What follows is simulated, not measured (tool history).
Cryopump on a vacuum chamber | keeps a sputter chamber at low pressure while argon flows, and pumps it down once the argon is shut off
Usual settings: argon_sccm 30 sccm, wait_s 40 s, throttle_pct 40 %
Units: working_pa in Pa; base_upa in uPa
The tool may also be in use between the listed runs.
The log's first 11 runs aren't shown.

| run | hour | argon_sccm | wait_s | throttle_pct | hours of work since the pump was warmed up and emptied | hours of work since the cold head was overhauled | hours of work since the chamber's fittings were tightened | working_pa | base_upa |
|---|---|---|---|---|---|---|---|---|---|
| 12 | 629.3 | 30 | 40 | 40 | 430 | 2431 | 1080 | 0.0839 | 1.51 |
| 13 | 681.2 | 30 | 40 | 40 | 466 | 2466 | 1115 | 0.0856 | 1.57 |
| 14 | 765.8 | 30 | 40 | 40 | 523 | 2524 | 1173 | 0.0861 | 1.59 |
| 15 | 807.3 | 30 | 40 | 40 | 552 | 2552 | 1201 | 0.0870 | 1.61 |
| 16 | 865.2 | 29 | 40 | 40 | 591 | 2592 | 1241 | 0.0844 | 1.69 |
| 17 | 901.4 | 29 | 40 | 40 | 616 | 2617 | 1265 | 0.0852 | 1.66 |
|  | 913.2 | pump warmed up, emptied and cooled again |
| 18 | 986.1 | 29 | 40 | 40 | 50 | 2671 | 1320 | 0.0747 | 1.50 |
| 19 | 1054.7 | 43 | 40 | 36 | 97 | 2718 | 1367 | 0.1230 | 1.56 |
| 20 | 1097.1 | 38 | 66 | 18 | 126 | 2747 | 1396 | 0.2167 | 1.21 |
| 21 | 1134.3 | 38 | 66 | 18 | 151 | 2772 | 1421 | 0.2165 | 1.24 |
| 22 | 1212.2 | 38 | 66 | 18 | 204 | 2826 | 1475 | 0.2153 | 1.28 |
| 23 | 1278.8 | 14 | 195 | 18 | 250 | 2871 | 1520 | 0.0800 | 0.97 |
| 24 | 1314.3 | 14 | 195 | 18 | 274 | 2895 | 1544 | 0.0798 | 0.98 |
| 25 | 1390.0 | 37 | 149 | 33 | 326 | 2947 | 1596 | 0.1216 | 1.03 |
| 26 | 1427.6 | 37 | 149 | 33 | 352 | 2973 | 1622 | 0.1221 | 1.07 |
| 27 | 1476.3 | 13 | 49 | 51 | 385 | 3006 | 1655 | 0.0290 | 1.57 |
| 28 | 1538.1 | 23 | 40 | 23 | 427 | 3048 | 1697 | 0.1063 | 1.77 |
| 29 | 1575.4 | 23 | 40 | 23 | 453 | 3074 | 1723 | 0.1082 | 1.79 |
| 30 | 1611.1 | 52 | 65 | 25 | 477 | 3098 | 1747 | 0.2260 | 1.50 |
| 31 | 1670.5 | 30 | 159 | 48 | 518 | 3139 | 1788 | 0.0741 | 1.23 |
| 32 | 1753.4 | 24 | 159 | 44 | 574 | 3196 | 1844 | 0.0649 | 1.27 |
|  | 1829.7 | pump warmed up, emptied and cooled again |
| 33 | 1832.2 | 24 | 159 | 44 | 2 | 3246 | 1895 | 0.0561 | 1.07 |
| 34 | 1896.6 | 30 | 122 | 40 | 46 | 3290 | 1939 | 0.0769 | 1.12 |

4 ways to go on from here, each from the tool as it stands after run 34. What would each give?
| A | 1934.5 | 17 | 107 | 53 | 72 | 3316 | 1965 | ? | ? |
| B | 1934.5 | 44 | 139 | 15 | 72 | 3316 | 1965 | ? | ? |
| C | 1934.5 | 13 | 73 | 40 | 72 | 3316 | 1965 | ? | ? |
| D | 1934.5 | 30 | 27 | 40 | 72 | 3316 | 1965 | ? | ? |

| run | working_pa | base_upa |
|---|---|---|
| A | 0.0333 | 1.17 |
| B | 0.2993 | 1.10 |
| C | 0.0345 | 1.31 |
| D | 0.0773 | 2.10 |
Without the tool's hidden state the same runs would have given:
| run | working_pa | base_upa |
|---|---|---|
| A | 0.0317 | 0.47 |
| B | 0.2952 | 0.41 |
| C | 0.0333 | 0.62 |
| D | 0.0745 | 1.40 |

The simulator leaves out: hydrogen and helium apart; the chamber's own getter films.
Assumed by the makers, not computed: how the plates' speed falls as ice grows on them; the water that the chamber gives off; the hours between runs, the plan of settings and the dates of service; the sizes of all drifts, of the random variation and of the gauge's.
